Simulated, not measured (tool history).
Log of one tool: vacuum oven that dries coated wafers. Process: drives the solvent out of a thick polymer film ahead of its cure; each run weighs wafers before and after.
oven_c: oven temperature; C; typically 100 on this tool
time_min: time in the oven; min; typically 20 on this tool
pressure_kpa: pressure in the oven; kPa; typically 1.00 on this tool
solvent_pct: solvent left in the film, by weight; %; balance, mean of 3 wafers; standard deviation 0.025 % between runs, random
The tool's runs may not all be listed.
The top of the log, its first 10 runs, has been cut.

{"run": 11, "day": 8.388, "oven_c": 99, "time_min": 20, "pressure_kpa": 1.0, "solvent_pct": 2.81}
{"day": 8.5, "done": "vacuum gauge cleaned of residue and calibrated"}
{"run": 12, "day": 9.183, "oven_c": 99, "time_min": 20, "pressure_kpa": 1.0, "solvent_pct": 2.81}
{"run": 13, "day": 9.962, "oven_c": 100, "time_min": 20, "pressure_kpa": 1.0, "solvent_pct": 2.5}
{"run": 14, "day": 10.704, "oven_c": 100, "time_min": 20, "pressure_kpa": 1.0, "solvent_pct": 2.43}
{"day": 10.838, "done": "vacuum gauge cleaned of residue and calibrated, once more"}
{"run": 15, "day": 11.429, "oven_c": 100, "time_min": 20, "pressure_kpa": 2.45, "solvent_pct": 2.88}
{"run": 16, "day": 12.3, "oven_c": 100, "time_min": 20, "pressure_kpa": 2.45, "solvent_pct": 2.88}
{"run": 17, "day": 12.883, "oven_c": 100, "time_min": 20, "pressure_kpa": 3.34, "solvent_pct": 3.13}
{"run": 18, "day": 13.475, "oven_c": 100, "time_min": 20, "pressure_kpa": 3.34, "solvent_pct": 3.16}
{"run": 19, "day": 13.996, "oven_c": 100, "time_min": 20, "pressure_kpa": 1.27, "solvent_pct": 2.55}
{"run": 20, "day": 15.171, "oven_c": 100, "time_min": 27, "pressure_kpa": 2.79, "solvent_pct": 1.88}
{"run": 21, "day": 15.921, "oven_c": 100, "time_min": 27, "pressure_kpa": 2.79, "solvent_pct": 1.88}
{"run": 22, "day": 16.446, "oven_c": 100, "time_min": 27, "pressure_kpa": 2.79, "solvent_pct": 1.86}

What will run 23 give?
{"run": 23, "day": 17.267, "oven_c": 92, "time_min": 15, "pressure_kpa": 0.9, "solvent_pct": "?"}

{"run 23": {"solvent_pct": 7.71}}
On a tool with no hidden condition, and with the same random variation, this run would have come out at solvent_pct 6.96 %.
